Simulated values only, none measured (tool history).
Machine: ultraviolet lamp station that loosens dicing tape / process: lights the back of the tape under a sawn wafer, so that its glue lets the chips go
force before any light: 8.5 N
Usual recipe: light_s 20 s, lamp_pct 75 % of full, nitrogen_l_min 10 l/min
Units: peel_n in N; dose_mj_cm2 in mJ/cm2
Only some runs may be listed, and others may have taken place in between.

| run | day | light_s | lamp_pct | nitrogen_l_min | peel_n | dose_mj_cm2 |
|---|---|---|---|---|---|---|
| 1 | 0.000 | 20 | 75 | 10 | 1.320 | 342 |
|  | 0.788 | window cleaned of glue's vapour |
| 2 | 2.254 | 20 | 75 | 5 | 1.776 | 376 |
| 3 | 4.554 | 20 | 75 | 10 | 1.116 | 371 |
| 4 | 5.754 | 20 | 80 | 10 | 1.017 | 390 |
| 5 | 6.971 | 20 | 80 | 10 | 1.057 | 384 |
| 6 | 8.700 | 20 | 75 | 10 | 1.261 | 351 |
| 7 | 10.746 | 20 | 75 | 10 | 1.264 | 338 |
| 8 | 12.958 | 20 | 75 | 10 | 1.381 | 339 |
| 9 | 14.067 | 20 | 75 | 10 | 1.399 | 328 |
| 10 | 15.038 | 20 | 75 | 10 | 1.428 | 326 |
| 11 | 17.375 | 20 | 85 | 10 | 1.162 | 362 |
| 12 | 18.467 | 20 | 85 | 10 | 1.195 | 355 |
| 13 | 20.558 | 19 | 85 | 6 | 2.002 | 325 |
|  | 21.900 | window cleaned of glue's vapour |
| 14 | 22.942 | 19 | 89 | 11 | 0.976 | 386 |
| 15 | 24.983 | 19 | 89 | 11 | 1.030 | 375 |
| 16 | 25.979 | 19 | 89 | 11 | 1.057 | 372 |
| 17 | 27.488 | 33 | 78 | 5 | 0.863 | 552 |
| 18 | 29.275 | 25 | 78 | 6 | 1.339 | 414 |
| 19 | 30.921 | 25 | 78 | 6 | 1.435 | 393 |
| 20 | 32.146 | 18 | 80 | 19 | 1.151 | 286 |
| 21 | 33.725 | 18 | 86 | 7 | 1.963 | 309 |
|  | 34.008 | lamp changed |
| 22 | 34.962 | 14 | 99 | 3 | 2.374 | 367 |
| 23 | 36.875 | 14 | 99 | 3 | 2.458 | 364 |

Here are 4 independent what-if runs from the current tool condition. What would each one return?
| A | 37.917 | 20 | 75 | 4 | ? | ? |
| B | 37.917 | 14 | 92 | 5 | ? | ? |
| C | 37.917 | 12 | 75 | 8 | ? | ? |
| D | 37.917 | 14 | 100 | 4 | ? | ? |

| run | peel_n | dose_mj_cm2 |
|---|---|---|
| A | 1.877 | 386 |
| B | 2.187 | 327 |
| C | 2.757 | 230 |
| D | 2.187 | 354 |
Take away the tool's hidden state, keep each run's random variation, and the runs would have read:
| run | peel_n | dose_mj_cm2 |
|---|---|---|
| A | 1.539 | 438 |
| B | 1.812 | 372 |
| C | 2.351 | 262 |
| D | 1.815 | 403 |
